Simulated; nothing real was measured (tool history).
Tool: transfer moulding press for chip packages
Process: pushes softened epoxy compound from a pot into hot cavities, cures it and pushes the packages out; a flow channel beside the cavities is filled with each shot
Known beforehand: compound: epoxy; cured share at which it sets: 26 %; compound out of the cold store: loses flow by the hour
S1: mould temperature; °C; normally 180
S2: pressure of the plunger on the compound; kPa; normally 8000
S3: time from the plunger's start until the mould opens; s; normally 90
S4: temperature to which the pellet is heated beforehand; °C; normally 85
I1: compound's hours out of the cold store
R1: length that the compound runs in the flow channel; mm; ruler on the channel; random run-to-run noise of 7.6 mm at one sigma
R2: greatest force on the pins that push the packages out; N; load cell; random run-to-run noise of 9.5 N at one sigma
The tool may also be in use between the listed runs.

run    hour   S1    S2   S3  S4    I1    R1    R2
  1       0  180  8000   90  85  24.8   976   779
  2    61.1  180  9030   90  85  45.1   917   802
      113.8  -- cavities cleaned with cleaning compound and waxed
  3   142.6  180  9030   90  85  18.4  1060   707
  4     215  180  9030   90  85  11.7  1092   926
  5   259.8  186  8000   90  85  34.6   881   681
      264.9  -- cavities cleaned with cleaning compound and waxed
  6   298.4  180  8000   77  85  31.2   900  1002
  7   375.8  180  8000   77  85  12.4  1023  1336
      417.8  -- cavities cleaned with cleaning compound and waxed
  8     455  180  8000   77  85  19.1   976  1111
      505.6  -- mould's thermocouples calibrated
      528.4  -- plunger's sealing rings changed
  9   535.1  180  8000   90  85  16.3  1028   850
      573.3  -- cavities cleaned with cleaning compound and waxed
 10   606.2  180  8000   90  85  23.4  1000   690
 11   655.6  180  8000   90  87  21.1   989   758
 12   709.8  180  8000   90  87  28.8   950   827
      728.2  -- cavities cleaned with cleaning compound and waxed
 13   749.2  180  7170   90  85  32.4   873   607
 14   807.2  183  8000   90  85  39.4   858   688
      880.6  -- cavities cleaned with cleaning compound and waxed
 15   892.5  183  8000   90  85   9.1  1031   510
 16   938.1  183  8000   90  85  33.7   867   652
 17   996.7  181  8000   82  82  40.3   837   918
     1033.5  -- cavities cleaned with cleaning compound and waxed
 18  1052.9  180  8000   81  85    10  1016   843
     1132.2  -- plunger's sealing rings changed
 19  1132.2  180  9640   93  85  18.8  1140   797
     1191.3  -- cavities cleaned with cleaning compound and waxed
 20  1201.4  188  6710  129  90  40.2   790   381
 21  1264.9  188  6710  129  90  39.4   785   568
 22  1318.4  188  6710  129  90  47.4   747   593
     1342.4  -- cavities cleaned with cleaning compound and waxed
 23  1355.1  173  6000   90  85   9.2   960  1036

The next listed run, before its measurement:
 24  1396.8  180  8680  111  85  8.6   ?   ?

{"run 24": {"R1": 1097, "R2": 619}}
Minus the tool's unlogged condition, the same run would have read R1 1134 mm, R2 372 N.
